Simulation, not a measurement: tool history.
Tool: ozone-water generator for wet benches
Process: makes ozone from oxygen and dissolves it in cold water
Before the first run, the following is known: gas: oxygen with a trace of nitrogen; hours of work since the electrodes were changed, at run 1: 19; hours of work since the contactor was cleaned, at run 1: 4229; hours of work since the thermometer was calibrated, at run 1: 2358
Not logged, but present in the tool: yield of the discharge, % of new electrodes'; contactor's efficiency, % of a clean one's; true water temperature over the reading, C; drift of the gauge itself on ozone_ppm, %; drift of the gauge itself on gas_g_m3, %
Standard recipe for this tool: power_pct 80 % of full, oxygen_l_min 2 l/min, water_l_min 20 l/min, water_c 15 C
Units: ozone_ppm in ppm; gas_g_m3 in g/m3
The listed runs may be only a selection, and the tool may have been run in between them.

run	hour	power_pct	oxygen_l_min	water_l_min	water_c	hours of work since the electrodes were changed	hours of work since the contactor was cleaned	hours of work since the thermometer was calibrated	ozone_ppm	gas_g_m3
1	0	80	2	20	15	19	4229	2358	9.1	160.4
2	60.7	80	2	20	15	58	4268	2397	9.1	158.7
3	110.9	80	2	20	15	91	4301	2429	9.1	158.3
4	152.9	80	2	20	15	118	4327	2456	8.9	159.2
5	187	80	2	20	15	139	4349	2478	9.1	159.5
6	224.4	80	2	20	15	163	4373	2502	9	160.4
7	256.6	80	2	20	15	184	4394	2523	9.2	159
8	286.4	41	2	20	15	203	4413	2542	6.5	113.1
9	329	61	2	20	15	231	4441	2570	8	140
10	391.4	61	2	20	15	271	4481	2610	8	139.2
11	438.3	61	2	20	15	301	4511	2640	7.9	137.7
12	491.6	61	2	20	15	335	4545	2674	8.1	139.5
13	538.7	61	2	20	15	365	4575	2704	7.7	139
# hour 548.5: contactor cleaned
14	592	61	2	28	15	397	28	2736	5.1	138.8
15	627.9	61	2	28	15	420	51	2759	4.9	138.2
16	686.8	77	2	28	15	458	89	2797	5.8	154
17	740	77	2	28	15	492	123	2831	5.8	156.8
18	786.9	96	2.96	27	14	522	153	2861	8.2	151.6
19	830.3	47	1.06	30	19	550	181	2889	2.8	151.1
# hour 883.4: contactor cleaned, once more
20	890.9	47	1.06	30	19	587	5	2926	3.1	149.7
21	956.6	80	2	20	9	629	47	2968	9.7	159.3
22	1013.2	57	3.56	14	8	665	83	3004	14.9	109.8
23	1048.3	57	3.56	16	15	688	106	3027	12.1	110.6
24	1103	69	1.23	21	15	723	141	3062	6.6	174.6
25	1145.3	69	1.23	21	15	750	168	3089	6.5	173.2
26	1207.3	69	3.3	21	17	790	208	3129	9.8	125
27	1255	94	2	17	9	821	239	3159	12.4	171.7
28	1308	42	1.24	20	8	855	273	3194	5.5	134.1
29	1370	65	1.07	20	15	895	313	3233	6.1	175.2
30	1421.2	73	2.58	14	20	927	346	3266	13.3	139
31	1466.7	80	3.29	18	15	957	375	3296	12.7	133.3
32	1522.2	80	3.29	18	15	992	410	3331	12.7	133

What if the next run were any one of these 4? Each begins from the tool's condition after run 32:
A	1577.4	80	2	14	17	1028	446	3367	?	?
B	1577.4	80	1.38	12	14	1028	446	3367	?	?
C	1577.4	80	2	29	22	1028	446	3367	?	?
D	1577.4	80	2.03	18	13	1028	446	3367	?	?

run	ozone_ppm	gas_g_m3
A	13	156.8
B	13.8	179.3
C	5.7	157.8
D	10.6	156.5
Stripped of hidden state, with their random variation kept, the same runs would have yielded:
run	ozone_ppm	gas_g_m3
A	13.4	160.2
B	14.2	183.1
C	5.9	161.2
D	10.9	159.9
